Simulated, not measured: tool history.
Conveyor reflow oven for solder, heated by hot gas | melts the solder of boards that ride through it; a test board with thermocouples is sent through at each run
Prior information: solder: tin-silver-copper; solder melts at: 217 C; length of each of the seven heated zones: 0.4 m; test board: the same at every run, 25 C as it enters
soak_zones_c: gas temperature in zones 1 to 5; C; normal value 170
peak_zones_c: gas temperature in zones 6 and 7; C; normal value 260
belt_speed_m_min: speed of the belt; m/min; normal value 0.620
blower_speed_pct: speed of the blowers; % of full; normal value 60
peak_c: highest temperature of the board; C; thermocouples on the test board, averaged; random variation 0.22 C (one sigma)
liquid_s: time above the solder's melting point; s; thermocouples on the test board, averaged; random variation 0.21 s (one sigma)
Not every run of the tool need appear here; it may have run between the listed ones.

run 1 hour=0.0 | soak_zones_c=170 peak_zones_c=260 belt_speed_m_min=0.620 blower_speed_pct=60 | peak_c=241.2 liquid_s=46.8
run 2 hour=10.9 | soak_zones_c=170 peak_zones_c=260 belt_speed_m_min=0.620 blower_speed_pct=60 | peak_c=240.8 liquid_s=47.2
run 3 hour=20.5 | soak_zones_c=170 peak_zones_c=260 belt_speed_m_min=0.620 blower_speed_pct=60 | peak_c=241.1 liquid_s=46.9
run 4 hour=27.9 | soak_zones_c=170 peak_zones_c=260 belt_speed_m_min=0.620 blower_speed_pct=60 | peak_c=241.3 liquid_s=46.9
run 5 hour=37.8 | soak_zones_c=170 peak_zones_c=266 belt_speed_m_min=0.620 blower_speed_pct=60 | peak_c=246.3 liquid_s=51.5
run 6 hour=46.4 | soak_zones_c=170 peak_zones_c=266 belt_speed_m_min=0.620 blower_speed_pct=61 | peak_c=246.7 liquid_s=51.6
run 7 hour=55.8 | soak_zones_c=170 peak_zones_c=266 belt_speed_m_min=0.620 blower_speed_pct=61 | peak_c=246.7 liquid_s=51.7
run 8 hour=62.7 | soak_zones_c=170 peak_zones_c=266 belt_speed_m_min=0.620 blower_speed_pct=61 | peak_c=246.6 liquid_s=51.2
run 9 hour=70.7 | soak_zones_c=170 peak_zones_c=260 belt_speed_m_min=0.620 blower_speed_pct=60 | peak_c=240.9 liquid_s=46.6
run 10 hour=75.7 | soak_zones_c=170 peak_zones_c=270 belt_speed_m_min=0.620 blower_speed_pct=60 | peak_c=250.0 liquid_s=54.1
-- hour=78.8 thermocouples of zones 6 and 7 changed
run 11 hour=85.6 | soak_zones_c=170 peak_zones_c=270 belt_speed_m_min=0.620 blower_speed_pct=60 | peak_c=251.1 liquid_s=54.9
run 12 hour=93.7 | soak_zones_c=170 peak_zones_c=260 belt_speed_m_min=0.620 blower_speed_pct=60 | peak_c=242.3 liquid_s=47.8
run 13 hour=100.1 | soak_zones_c=170 peak_zones_c=260 belt_speed_m_min=0.620 blower_speed_pct=60 | peak_c=242.6 liquid_s=47.5
run 14 hour=106.3 | soak_zones_c=170 peak_zones_c=260 belt_speed_m_min=0.620 blower_speed_pct=56 | peak_c=241.7 liquid_s=46.6
run 15 hour=115.7 | soak_zones_c=170 peak_zones_c=260 belt_speed_m_min=0.620 blower_speed_pct=56 | peak_c=241.0 liquid_s=47.2
run 16 hour=121.8 | soak_zones_c=170 peak_zones_c=260 belt_speed_m_min=0.620 blower_speed_pct=56 | peak_c=241.5 liquid_s=46.3
run 17 hour=128.2 | soak_zones_c=170 peak_zones_c=260 belt_speed_m_min=0.620 blower_speed_pct=56 | peak_c=241.3 liquid_s=46.5
run 18 hour=132.8 | soak_zones_c=170 peak_zones_c=251 belt_speed_m_min=0.620 blower_speed_pct=60 | peak_c=234.7 liquid_s=39.2
run 19 hour=138.5 | soak_zones_c=161 peak_zones_c=260 belt_speed_m_min=0.534 blower_speed_pct=63 | peak_c=245.8 liquid_s=58.0
run 20 hour=148.5 | soak_zones_c=170 peak_zones_c=252 belt_speed_m_min=0.620 blower_speed_pct=60 | peak_c=235.2 liquid_s=40.2
run 21 hour=154.3 | soak_zones_c=166 peak_zones_c=271 belt_speed_m_min=0.561 blower_speed_pct=55 | peak_c=253.0 liquid_s=62.0
run 22 hour=159.4 | soak_zones_c=174 peak_zones_c=260 belt_speed_m_min=0.629 blower_speed_pct=50 | peak_c=240.9 liquid_s=45.9
run 23 hour=167.0 | soak_zones_c=174 peak_zones_c=260 belt_speed_m_min=0.629 blower_speed_pct=50 | peak_c=240.2 liquid_s=45.5
run 24 hour=171.8 | soak_zones_c=174 peak_zones_c=260 belt_speed_m_min=0.546 blower_speed_pct=51 | peak_c=245.2 liquid_s=59.4
run 25 hour=178.3 | soak_zones_c=181 peak_zones_c=249 belt_speed_m_min=0.663 blower_speed_pct=63 | peak_c=233.4 liquid_s=38.7
run 26 hour=186.4 | soak_zones_c=156 peak_zones_c=259 belt_speed_m_min=0.621 blower_speed_pct=67 | peak_c=239.3 liquid_s=41.2
run 27 hour=192.6 | soak_zones_c=156 peak_zones_c=259 belt_speed_m_min=0.570 blower_speed_pct=56 | peak_c=240.4 liquid_s=45.8
run 28 hour=199.2 | soak_zones_c=173 peak_zones_c=260 belt_speed_m_min=0.661 blower_speed_pct=60 | peak_c=240.5 liquid_s=43.3
run 29 hour=209.7 | soak_zones_c=175 peak_zones_c=270 belt_speed_m_min=0.565 blower_speed_pct=60 | peak_c=254.3 liquid_s=65.8
run 30 hour=219.0 | soak_zones_c=174 peak_zones_c=260 belt_speed_m_min=0.607 blower_speed_pct=78 | peak_c=245.8 liquid_s=55.4
run 31 hour=225.5 | soak_zones_c=170 peak_zones_c=267 belt_speed_m_min=0.711 blower_speed_pct=60 | peak_c=243.2 liquid_s=40.7

Predict each of these 3 candidate next runs independently; none follows another, all start after run 31:
run A hour=230.1 | soak_zones_c=170 peak_zones_c=260 belt_speed_m_min=0.608 blower_speed_pct=60 | peak_c=? liquid_s=?
run B hour=230.1 | soak_zones_c=170 peak_zones_c=266 belt_speed_m_min=0.620 blower_speed_pct=79 | peak_c=? liquid_s=?
run C hour=230.1 | soak_zones_c=170 peak_zones_c=267 belt_speed_m_min=0.711 blower_speed_pct=79 | peak_c=? liquid_s=?

run=A peak_c=241.9 liquid_s=49.7
run=B peak_c=250.2 liquid_s=55.5
run=C peak_c=246.3 liquid_s=44.7
Without the tool's hidden state the same runs would have given:
run=A peak_c=243.9 liquid_s=51.8
run=B peak_c=252.4 liquid_s=57.2
run=C peak_c=248.7 liquid_s=46.6
